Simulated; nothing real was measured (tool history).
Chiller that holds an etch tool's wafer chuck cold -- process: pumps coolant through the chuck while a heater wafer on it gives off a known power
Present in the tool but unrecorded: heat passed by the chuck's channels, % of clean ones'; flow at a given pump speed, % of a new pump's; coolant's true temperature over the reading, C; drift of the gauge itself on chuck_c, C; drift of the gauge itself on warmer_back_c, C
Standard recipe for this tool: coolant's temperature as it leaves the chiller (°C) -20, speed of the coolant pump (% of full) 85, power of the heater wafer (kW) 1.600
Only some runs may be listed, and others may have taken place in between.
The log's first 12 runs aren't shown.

run    hour  coolant's temperature as it leaves the chiller (°C)  speed of the coolant pump (% of full)  power of the heater wafer (kW)  hours since the coolant was changed and the channels were flushed  hours since the pump was overhauled  hours since the chiller's thermometer was calibrated  chuck's temperature once it has settled (°C)  how much warmer the coolant comes back (C)
 13  1236.1                                                  -20                                     85                           1.600                                                               5044                                 3249                                                   948                                          -9.4                                        5.58
 14  1343.3                                                  -20                                     63                           1.600                                                               5151                                 3356                                                  1055                                          -6.6                                        7.70
 15  1406.5                                                  -20                                     63                           1.455                                                               5214                                 3419                                                  1119                                          -7.8                                        6.98
 16  1552.4                                                  -20                                     63                           1.679                                                               5360                                 3565                                                  1265                                          -5.9                                        8.08
 17  1616.0                                                  -20                                     63                           1.679                                                               5424                                 3629                                                  1328                                          -6.0                                        8.15
 18  1727.5                                                  -20                                     63                           1.679                                                               5535                                 3740                                                  1440                                          -6.0                                        8.07
 19  1812.4                                                  -20                                     66                           1.587                                                               5620                                 3825                                                  1525                                          -7.3                                        7.18
 20  1943.5                                                  -26                                     84                           1.587                                                               5751                                 3956                                                  1656                                         -15.5                                        5.52
 21  2077.6                                                  -26                                     84                           1.587                                                               5885                                 4090                                                  1790                                         -15.4                                        5.49
     2192.0  -- coolant changed, channels flushed
 22  2208.9                                                  -17                                     85                           1.081                                                                 17                                 4216                                                  1915                                          -9.8                                        3.71
 23  2298.3                                                  -17                                     85                           1.081                                                                106                                 4305                                                  2005                                          -9.9                                        3.65
 24  2370.2                                                  -16                                     66                           1.630                                                                178                                 4377                                                  2076                                          -3.0                                        7.40
 25  2436.2                                                  -16                                     66                           1.630                                                                244                                 4443                                                  2142                                          -2.9                                        7.36
 26  2529.2                                                  -18                                     85                           1.600                                                                337                                 4536                                                  2235                                          -7.6                                        5.42
 27  2593.0                                                  -11                                     97                           1.600                                                                401                                 4600                                                  2299                                          -1.6                                        4.67
 28  2732.4                                                  -20                                     85                           1.600                                                                540                                 4739                                                  2439                                          -9.5                                        5.41
 29  2824.8                                                  -15                                     91                           1.196                                                                633                                 4831                                                  2531                                          -7.4                                        3.71
 30  2888.7                                                  -27                                     93                           1.196                                                                697                                 4895                                                  2595                                         -19.6                                        3.61
 31  2962.8                                                  -27                                     93                           1.196                                                                771                                 4970                                                  2669                                         -19.8                                        3.58
 32  3050.6                                                  -27                                     93                           1.419                                                                859                                 5057                                                  2757                                         -18.2                                        4.34

Below are 4 alternative next runs, each starting from the tool's condition after run 32. Predict each:
  A  3146.2                                                  -10                                     72                           1.663                                                                954                                 5153                                                  2852                                             ?                                           ?
  B  3146.2                                                  -27                                     91                           1.419                                                                954                                 5153                                                  2852                                             ?                                           ?
  C  3146.2                                                  -14                                     70                           1.600                                                                954                                 5153                                                  2852                                             ?                                           ?
  D  3146.2                                                  -20                                     71                           1.600                                                                954                                 5153                                                  2852                                             ?                                           ?

run  chuck's temperature once it has settled (°C)  how much warmer the coolant comes back (C)
  A                                           2.5                                        6.75
  B                                         -18.3                                        4.39
  C                                          -1.8                                        6.76
  D                                          -7.9                                        6.65
Take away the tool's hidden state, keep each run's random variation, and the runs would have read:
run  chuck's temperature once it has settled (°C)  how much warmer the coolant comes back (C)
  A                                           2.4                                        6.96
  B                                         -18.4                                        4.61
  C                                          -1.8                                        6.97
  D                                          -8.0                                        6.87
